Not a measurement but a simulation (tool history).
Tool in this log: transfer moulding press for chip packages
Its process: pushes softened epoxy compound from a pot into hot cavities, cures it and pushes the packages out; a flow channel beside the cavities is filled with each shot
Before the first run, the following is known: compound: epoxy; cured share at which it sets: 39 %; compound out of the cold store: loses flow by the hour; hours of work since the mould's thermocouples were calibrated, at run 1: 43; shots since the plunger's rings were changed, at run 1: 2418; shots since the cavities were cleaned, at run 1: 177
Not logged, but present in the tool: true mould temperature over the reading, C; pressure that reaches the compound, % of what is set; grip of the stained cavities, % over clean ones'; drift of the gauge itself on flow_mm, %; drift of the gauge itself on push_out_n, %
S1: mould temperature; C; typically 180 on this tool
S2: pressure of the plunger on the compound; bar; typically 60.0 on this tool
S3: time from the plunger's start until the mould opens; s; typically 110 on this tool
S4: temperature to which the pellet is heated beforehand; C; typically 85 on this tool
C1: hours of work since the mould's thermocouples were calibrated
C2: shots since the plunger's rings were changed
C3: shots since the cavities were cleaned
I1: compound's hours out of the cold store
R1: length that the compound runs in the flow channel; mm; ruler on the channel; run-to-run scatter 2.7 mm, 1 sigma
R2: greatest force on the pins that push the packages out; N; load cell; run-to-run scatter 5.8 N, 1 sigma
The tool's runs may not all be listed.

{"run": 1, "day": 0.0, "S1": 180, "S2": 60.0, "S3": 110, "S4": 85, "C1": 43, "C2": 2418, "C3": 177, "I1": 30.6, "R1": 660, "R2": 272}
{"run": 2, "day": 0.458, "S1": 180, "S2": 60.0, "S3": 110, "S4": 85, "C1": 50, "C2": 2538, "C3": 297, "I1": 43.7, "R1": 632, "R2": 278}
{"run": 3, "day": 1.017, "S1": 180, "S2": 60.0, "S3": 110, "S4": 84, "C1": 59, "C2": 2684, "C3": 443, "I1": 37.8, "R1": 645, "R2": 266}
{"day": 1.492, "done": "cavities cleaned with cleaning compound and waxed"}
{"run": 4, "day": 1.579, "S1": 180, "S2": 60.0, "S3": 110, "S4": 84, "C1": 67, "C2": 2816, "C3": 23, "I1": 46.5, "R1": 624, "R2": 272}
{"run": 5, "day": 2.283, "S1": 180, "S2": 50.7, "S3": 110, "S4": 84, "C1": 78, "C2": 2999, "C3": 206, "I1": 30.3, "R1": 606, "R2": 283}
{"run": 6, "day": 3.004, "S1": 180, "S2": 50.7, "S3": 128, "S4": 84, "C1": 90, "C2": 3188, "C3": 395, "I1": 43.3, "R1": 580, "R2": 249}
{"day": 3.633, "done": "cavities cleaned with cleaning compound and waxed"}
{"run": 7, "day": 3.696, "S1": 180, "S2": 50.7, "S3": 128, "S4": 84, "C1": 100, "C2": 3352, "C3": 16, "I1": 9.7, "R1": 653, "R2": 239}
{"run": 8, "day": 4.242, "S1": 180, "S2": 50.7, "S3": 128, "S4": 84, "C1": 108, "C2": 3495, "C3": 159, "I1": 10.3, "R1": 651, "R2": 252}
{"run": 9, "day": 4.658, "S1": 180, "S2": 50.7, "S3": 128, "S4": 84, "C1": 115, "C2": 3604, "C3": 268, "I1": 27.5, "R1": 615, "R2": 247}
{"run": 10, "day": 5.238, "S1": 180, "S2": 50.7, "S3": 128, "S4": 84, "C1": 124, "C2": 3755, "C3": 419, "I1": 32.6, "R1": 602, "R2": 250}
{"day": 5.746, "done": "cavities cleaned with cleaning compound and waxed"}
{"run": 11, "day": 5.838, "S1": 180, "S2": 50.7, "S3": 128, "S4": 84, "C1": 132, "C2": 3896, "C3": 23, "I1": 28.4, "R1": 616, "R2": 250}
{"run": 12, "day": 6.267, "S1": 180, "S2": 50.7, "S3": 128, "S4": 84, "C1": 139, "C2": 4009, "C3": 136, "I1": 11.4, "R1": 651, "R2": 259}
{"run": 13, "day": 7.125, "S1": 180, "S2": 50.7, "S3": 128, "S4": 84, "C1": 153, "C2": 4233, "C3": 360, "I1": 14.5, "R1": 642, "R2": 246}
{"run": 14, "day": 7.621, "S1": 180, "S2": 55.2, "S3": 128, "S4": 84, "C1": 161, "C2": 4363, "C3": 490, "I1": 28.2, "R1": 641, "R2": 252}
{"day": 7.879, "done": "cavities cleaned with cleaning compound and waxed"}
{"run": 15, "day": 8.171, "S1": 180, "S2": 60.0, "S3": 110, "S4": 85, "C1": 168, "C2": 4490, "C3": 76, "I1": 36.4, "R1": 649, "R2": 284}

Estimate the outcome of run 16 from the log above:
{"run": 16, "day": 8.904, "S1": 180, "S2": 60.0, "S3": 110, "S4": 85, "C1": 180, "C2": 4682, "C3": 268, "I1": 23.0, "R1": "?", "R2": "?"}

Run 16 came out at R1 683 mm, R2 287 N.
Had the tool carried no hidden state, the very same run would have given R1 684 mm, R2 285 N.
